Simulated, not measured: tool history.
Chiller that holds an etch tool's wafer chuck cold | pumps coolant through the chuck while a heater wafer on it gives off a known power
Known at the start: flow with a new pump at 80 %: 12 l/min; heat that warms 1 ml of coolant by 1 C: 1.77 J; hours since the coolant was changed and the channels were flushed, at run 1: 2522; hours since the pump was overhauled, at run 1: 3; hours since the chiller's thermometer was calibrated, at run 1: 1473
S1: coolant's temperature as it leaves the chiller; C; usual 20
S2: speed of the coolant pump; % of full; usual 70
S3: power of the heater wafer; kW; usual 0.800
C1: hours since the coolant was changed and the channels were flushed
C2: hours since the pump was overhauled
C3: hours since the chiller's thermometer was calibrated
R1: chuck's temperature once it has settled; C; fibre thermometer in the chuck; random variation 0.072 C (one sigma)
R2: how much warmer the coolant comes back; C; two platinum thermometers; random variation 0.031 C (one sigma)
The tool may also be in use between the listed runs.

{"run": 1, "hour": 0.0, "S1": 20, "S2": 70, "S3": 0.8, "C1": 2522, "C2": 3, "C3": 1473, "R1": 25.6, "R2": 2.55}
{"run": 2, "hour": 20.4, "S1": 20, "S2": 70, "S3": 0.8, "C1": 2542, "C2": 23, "C3": 1493, "R1": 25.64, "R2": 2.62}
{"run": 3, "hour": 39.3, "S1": 20, "S2": 70, "S3": 0.8, "C1": 2561, "C2": 42, "C3": 1512, "R1": 25.5, "R2": 2.62}
{"run": 4, "hour": 67.8, "S1": 20, "S2": 70, "S3": 0.8, "C1": 2590, "C2": 71, "C3": 1541, "R1": 25.57, "R2": 2.64}
{"run": 5, "hour": 86.2, "S1": 20, "S2": 70, "S3": 0.8, "C1": 2608, "C2": 89, "C3": 1559, "R1": 25.69, "R2": 2.61}
{"run": 6, "hour": 112.8, "S1": 20, "S2": 70, "S3": 0.8, "C1": 2635, "C2": 116, "C3": 1586, "R1": 25.67, "R2": 2.59}
{"run": 7, "hour": 132.9, "S1": 20, "S2": 70, "S3": 0.8, "C1": 2655, "C2": 136, "C3": 1606, "R1": 25.68, "R2": 2.65}
{"run": 8, "hour": 160.5, "S1": 20, "S2": 70, "S3": 0.8, "C1": 2683, "C2": 163, "C3": 1634, "R1": 25.74, "R2": 2.66}
{"run": 9, "hour": 179.6, "S1": 20, "S2": 70, "S3": 0.8, "C1": 2702, "C2": 182, "C3": 1653, "R1": 25.68, "R2": 2.63}
{"run": 10, "hour": 197.7, "S1": 20, "S2": 70, "S3": 0.8, "C1": 2720, "C2": 200, "C3": 1671, "R1": 25.48, "R2": 2.62}
{"run": 11, "hour": 231.5, "S1": 20, "S2": 70, "S3": 0.8, "C1": 2754, "C2": 234, "C3": 1704, "R1": 25.65, "R2": 2.62}
{"run": 12, "hour": 245.4, "S1": 20, "S2": 94, "S3": 1.029, "C1": 2767, "C2": 248, "C3": 1718, "R1": 25.68, "R2": 2.43}
{"run": 13, "hour": 270.2, "S1": 11, "S2": 70, "S3": 0.8, "C1": 2792, "C2": 273, "C3": 1743, "R1": 16.61, "R2": 2.68}
{"run": 14, "hour": 285.6, "S1": 25, "S2": 99, "S3": 0.564, "C1": 2808, "C2": 288, "C3": 1759, "R1": 27.77, "R2": 1.31}
{"run": 15, "hour": 318.2, "S1": 25, "S2": 99, "S3": 0.564, "C1": 2840, "C2": 321, "C3": 1791, "R1": 27.84, "R2": 1.25}
{"run": 16, "hour": 350.1, "S1": 14, "S2": 70, "S3": 0.8, "C1": 2872, "C2": 353, "C3": 1823, "R1": 19.71, "R2": 2.61}
{"run": 17, "hour": 374.0, "S1": 20, "S2": 61, "S3": 0.439, "C1": 2896, "C2": 377, "C3": 1847, "R1": 23.39, "R2": 1.67}
{"run": 18, "hour": 406.9, "S1": 20, "S2": 61, "S3": 0.439, "C1": 2929, "C2": 410, "C3": 1880, "R1": 23.31, "R2": 1.65}
{"run": 19, "hour": 440.7, "S1": 17, "S2": 94, "S3": 0.969, "C1": 2963, "C2": 443, "C3": 1914, "R1": 22.2, "R2": 2.32}
{"run": 20, "hour": 470.3, "S1": 22, "S2": 95, "S3": 0.761, "C1": 2992, "C2": 473, "C3": 1943, "R1": 26.0, "R2": 1.82}
{"run": 21, "hour": 494.0, "S1": 22, "S2": 95, "S3": 0.761, "C1": 3016, "C2": 497, "C3": 1967, "R1": 26.07, "R2": 1.81}
{"run": 22, "hour": 513.0, "S1": 22, "S2": 95, "S3": 0.761, "C1": 3035, "C2": 516, "C3": 1986, "R1": 26.08, "R2": 1.81}

4 ways to go on from here, each from the tool as it stands after run 22. What would each give?
{"run": "A", "hour": 529.8, "S1": 13, "S2": 76, "S3": 0.761, "C1": 3052, "C2": 533, "C3": 2003, "R1": "?", "R2": "?"}
{"run": "B", "hour": 529.8, "S1": 22, "S2": 76, "S3": 0.425, "C1": 3052, "C2": 533, "C3": 2003, "R1": "?", "R2": "?"}
{"run": "C", "hour": 529.8, "S1": 22, "S2": 93, "S3": 0.699, "C1": 3052, "C2": 533, "C3": 2003, "R1": "?", "R2": "?"}
{"run": "D", "hour": 529.8, "S1": 18, "S2": 96, "S3": 0.508, "C1": 3052, "C2": 533, "C3": 2003, "R1": "?", "R2": "?"}

run=A R1=17.87 R2=2.26
run=B R1=24.64 R2=1.24
run=C R1=25.75 R2=1.73
run=D R1=20.59 R2=1.23
Without the tool's hidden state the same runs would have given:
run=A R1=17.88 R2=2.24
run=B R1=24.78 R2=1.24
run=C R1=25.82 R2=1.72
run=D R1=20.72 R2=1.22
